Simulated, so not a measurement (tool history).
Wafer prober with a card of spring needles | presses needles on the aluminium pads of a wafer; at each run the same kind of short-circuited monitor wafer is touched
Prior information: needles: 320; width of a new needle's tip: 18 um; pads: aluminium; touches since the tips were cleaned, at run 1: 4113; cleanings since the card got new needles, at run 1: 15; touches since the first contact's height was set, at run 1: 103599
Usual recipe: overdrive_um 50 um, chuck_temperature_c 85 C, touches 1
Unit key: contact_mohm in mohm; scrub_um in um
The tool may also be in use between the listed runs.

run	hour	overdrive_um	chuck_temperature_c	touches	touches since the tips were cleaned	cleanings since the card got new needles	touches since the first contact's height was set	contact_mohm	scrub_um
1	0.0	50	85	1	4113	15	103599	552	7.48
# hour 6.9: tips cleaned on abrasive film
2	12.8	50	85	1	2230	16	108458	473	7.45
3	23.6	50	85	1	6385	16	112613	627	7.44
# hour 24.8: tips cleaned on abrasive film
4	40.2	50	85	1	5908	17	118975	598	7.44
# hour 43.5: tips cleaned on abrasive film
# hour 45.1: height of the first contact set anew
5	51.2	50	85	1	2858	18	2352	484	7.65
# hour 62.0: tips cleaned on abrasive film
6	71.2	39	85	1	3520	19	9988	673	5.96
# hour 80.7: tips cleaned on abrasive film
7	83.4	50	85	1	1036	20	14632	381	7.63
8	96.7	50	101	1	6156	20	19752	607	7.63
# hour 98.9: tips cleaned on abrasive film
9	110.8	50	101	1	4574	21	25107	567	7.59
# hour 116.7: tips cleaned on abrasive film
10	131.4	50	101	1	5667	22	32999	598	7.60
# hour 134.2: tips cleaned on abrasive film
11	146.1	50	101	1	4546	23	38589	565	7.57
# hour 151.7: tips cleaned on abrasive film
12	163.1	50	85	1	4359	24	45079	547	7.58
# hour 169.4: tips cleaned on abrasive film
13	172.3	50	85	1	1092	25	48577	388	7.57
# hour 187.0: tips cleaned on abrasive film
14	190.7	43	27	1	1438	26	55615	468	6.48
# hour 204.3: tips cleaned on abrasive film
15	211.1	43	27	1	2596	27	63408	572	6.45
# hour 222.2: tips cleaned on abrasive film
16	224.3	59	37	1	778	28	68430	321	8.90
# hour 239.8: tips cleaned on abrasive film
17	244.9	59	37	1	1940	29	76304	384	8.85
# hour 257.9: tips cleaned on abrasive film
18	263.2	57	114	3	2043	30	83305	319	8.62
19	272.5	47	34	2	5626	30	86888	516	7.08
# hour 276.2: tips cleaned on abrasive film
20	282.7	36	99	1	2509	31	90773	675	5.37
21	293.3	50	29	3	6559	31	94823	393	7.51
# hour 295.1: tips cleaned on abrasive film
22	312.1	37	115	1	6537	32	102017	926	5.50
# hour 313.3: tips cleaned on abrasive film
23	329.0	37	115	1	6035	33	108463	909	5.48
# hour 331.6: tips cleaned on abrasive film
24	347.1	37	115	2	5946	34	115365	667	5.47
# hour 350.1: tips cleaned on abrasive film
# hour 360.4: height of the first contact set anew
25	360.5	48	61	1	3881	35	50	574	7.32
# hour 368.5: tips cleaned on abrasive film
26	375.0	48	61	1	2482	36	5569	496	7.30

3 ways to go on from here, each from the tool as it stands after run 26. What would each give?
# hour 385.8: tips cleaned on abrasive film
A	392.4	48	85	1	2537	37	12242	?	?
# hour 385.8: tips cleaned on abrasive film
B	392.4	59	43	1	2537	37	12242	?	?
# hour 385.8: tips cleaned on abrasive film
C	392.4	59	35	1	2537	37	12242	?	?

run	contact_mohm	scrub_um
A	503	7.34
B	426	9.00
C	422	8.99
With the hidden condition removed and each run's random variation left untouched, the same runs would have given:
run	contact_mohm	scrub_um
A	265	7.36
B	251	9.02
C	246	9.01

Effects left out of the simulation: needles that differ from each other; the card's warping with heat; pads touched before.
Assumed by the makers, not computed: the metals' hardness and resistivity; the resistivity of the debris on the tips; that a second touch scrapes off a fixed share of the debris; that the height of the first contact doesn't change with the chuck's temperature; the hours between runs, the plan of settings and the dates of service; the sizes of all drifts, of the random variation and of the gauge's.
